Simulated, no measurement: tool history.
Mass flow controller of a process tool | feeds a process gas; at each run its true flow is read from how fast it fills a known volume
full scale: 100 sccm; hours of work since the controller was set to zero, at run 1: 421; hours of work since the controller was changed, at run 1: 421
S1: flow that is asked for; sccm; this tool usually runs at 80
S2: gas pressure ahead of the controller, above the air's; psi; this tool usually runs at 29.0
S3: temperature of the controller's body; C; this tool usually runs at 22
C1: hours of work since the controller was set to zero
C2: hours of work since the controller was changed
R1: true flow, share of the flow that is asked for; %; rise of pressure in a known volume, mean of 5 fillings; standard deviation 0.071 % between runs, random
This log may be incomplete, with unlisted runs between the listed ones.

run,day,S1,S2,S3,C1,C2,R1
1,0.000,80,29.0,22,421,421,99.82
2,3.829,80,29.0,22,471,471,99.84
3,7.767,80,29.0,22,522,522,99.88
4,12.721,80,29.0,22,586,586,99.96
5,16.771,80,29.0,22,639,639,99.90
6,21.525,80,29.0,22,701,701,100.06
7,25.267,80,29.0,22,749,749,100.00
8,27.679,80,29.0,22,780,780,100.08
9,31.792,80,29.0,22,834,834,100.07
10,34.212,80,29.0,22,865,865,100.07
11,37.621,17,29.0,22,909,909,98.47
12,42.496,17,29.0,22,973,973,98.56
13,47.629,12,29.0,22,1039,1039,98.86
14,50.121,80,29.0,22,1072,1072,100.09
15,55.375,80,32.3,22,1140,1140,100.33
16,58.254,80,32.3,22,1177,1177,100.24
17,60.646,80,29.0,22,1208,1208,100.07
18,65.742,80,29.0,22,1274,1274,100.20
19,70.579,80,29.0,22,1337,1337,100.10
20,73.650,80,29.0,22,1377,1377,100.24
21,77.862,80,29.0,22,1432,1432,100.30
22,82.158,12,35.8,22,1487,1487,99.54
23,85.321,12,35.8,22,1528,1528,99.66
24,89.146,27,35.1,27,1578,1578,98.56
25,91.992,27,35.1,27,1615,1615,98.68
26,95.921,39,26.8,25,1666,1666,98.97
27,99.488,80,36.1,22,1712,1712,100.33
28,102.258,21,28.4,23,1748,1748,99.01
29,104.908,80,22.2,21,1783,1783,100.44
30,107.104,12,25.7,22,1811,1811,99.76
31,110.700,12,25.7,36,1858,1858,98.37
32,113.000,12,25.7,36,1888,1888,98.35
33,117.367,35,20.7,21,1944,1944,99.33
34,122.450,35,20.7,21,2010,2010,99.44
35,124.625,62,33.4,24,2038,2038,99.78
36,128.267,87,29.0,33,2086,2086,99.67
37,130.938,47,29.0,28,2120,2120,99.01
38,134.838,47,29.0,28,2171,2171,98.95
39,137.608,47,29.0,28,2207,2207,99.00
40,142.733,47,22.9,28,2273,2273,99.14
41,147.175,80,27.0,34,2331,2331,99.32
42,150.433,80,27.0,34,2373,2373,99.32

Alternative continuations, all from the tool just after run 42; predict every row:
A,154.021,12,27.0,23,2420,2420,?
B,154.021,16,22.2,30,2420,2420,?
C,154.021,34,29.7,22,2420,2420,?
D,154.021,11,24.8,27,2420,2420,?

run,R1
A,100.19
B,99.05
C,99.56
D,99.95
Without the tool's unlogged condition, the same runs would have read:
run,R1
A,97.19
B,96.64
C,98.11
D,96.73

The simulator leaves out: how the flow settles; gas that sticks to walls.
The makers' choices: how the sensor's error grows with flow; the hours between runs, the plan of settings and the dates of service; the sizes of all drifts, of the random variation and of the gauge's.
